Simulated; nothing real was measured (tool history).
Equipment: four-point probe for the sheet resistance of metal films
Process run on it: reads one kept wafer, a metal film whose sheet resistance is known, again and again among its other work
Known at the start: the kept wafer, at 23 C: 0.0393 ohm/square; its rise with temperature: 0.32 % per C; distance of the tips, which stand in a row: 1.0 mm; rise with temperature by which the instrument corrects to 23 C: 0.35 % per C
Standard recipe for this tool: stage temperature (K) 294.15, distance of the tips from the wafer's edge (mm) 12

run   hour  stage temperature (K)  distance of the tips from the wafer's edge (mm)  sheet resistance as the instrument gives it (ohm/square)
  1    0.0                 294.15                                               12                                                  0.039537
  2   16.9                 294.15                                               12                                                  0.039545
  3   26.1                 294.15                                               12                                                  0.039530
  4   36.0                 294.15                                                7                                                  0.039816
  5   50.6                 295.15                                                7                                                  0.039829
  6   68.7                 295.15                                                7                                                  0.039828
  7   83.7                 295.15                                                7                                                  0.039811
  8   96.2                 295.15                                               12                                                  0.039544
  9  109.6                 295.15                                               12                                                  0.039534
 10  126.4                 294.15                                                7                                                  0.039863
 11  134.5                 294.15                                                7                                                  0.039843
 12  148.3                 294.15                                                7                                                  0.039839
 13  166.3                 294.15                                               12                                                  0.039563
 14  179.4                 294.15                                               12                                                  0.039559
 15  189.5                 294.15                                               12                                                  0.039569
 16  199.5                 294.15                                               12                                                  0.039554
 17  210.2                 300.15                                               12                                                  0.039474
 18  221.3                 300.15                                               12                                                  0.039492
 19  232.1                 300.15                                               12                                                  0.039475
 20  241.6                 300.15                                               12                                                  0.039499
 21  258.6                 294.15                                                8                                                  0.039743
 22  266.7                 294.15                                                8                                                  0.039752
 23  281.7                 292.15                                               12                                                  0.039594
 24  297.6                 297.15                                                3                                                  0.041605
 25  312.3                 294.15                                                5                                                  0.040263
 26  328.3                 294.15                                                5                                                  0.040263
 27  339.2                 295.15                                               70                                                  0.039416
 28  354.7                 292.15                                                5                                                  0.040283
 29  363.3                 292.15                                                5                                                  0.040304
 30  372.8                 292.15                                                5                                                  0.040295
 31  389.5                 296.15                                               20                                                  0.039455
 32  404.8                 296.15                                                5                                                  0.040242
 33  414.2                 296.15                                                5                                                  0.040248
 34  427.5                 294.15                                                3                                                  0.041656
 35  436.5                 296.15                                               38                                                  0.039428
 36  449.5                 300.15                                               12                                                  0.039499
 37  457.1                 294.15                                               10                                                  0.039660
 38  474.9                 304.15                                                4                                                  0.040593
 39  482.4                 299.15                                                7                                                  0.039803
 40  496.4                 297.15                                               72                                                  0.039398
 41  514.1                 308.15                                               39                                                  0.039283
 42  526.4                 308.15                                               39                                                  0.039279
 43  538.8                 296.15                                               75                                                  0.039425
 44  551.6                 296.15                                               75                                                  0.039436
 45  567.6                 294.15                                                3                                                  0.041684

Forecast each of these 3 alternatives for the next run:
  A  581.1                 294.15                                               37                                                         ?
  B  581.1                 293.15                                                3                                                         ?
  C  581.1                 301.15                                               32                                                         ?

run  sheet resistance as the instrument gives it (ohm/square)
  A                                                  0.039484
  B                                                  0.041703
  C                                                  0.039395
With no hidden state in the tool, these same runs would have given:
run  sheet resistance as the instrument gives it (ohm/square)
  A                                                  0.039352
  B                                                  0.041565
  C                                                  0.039264
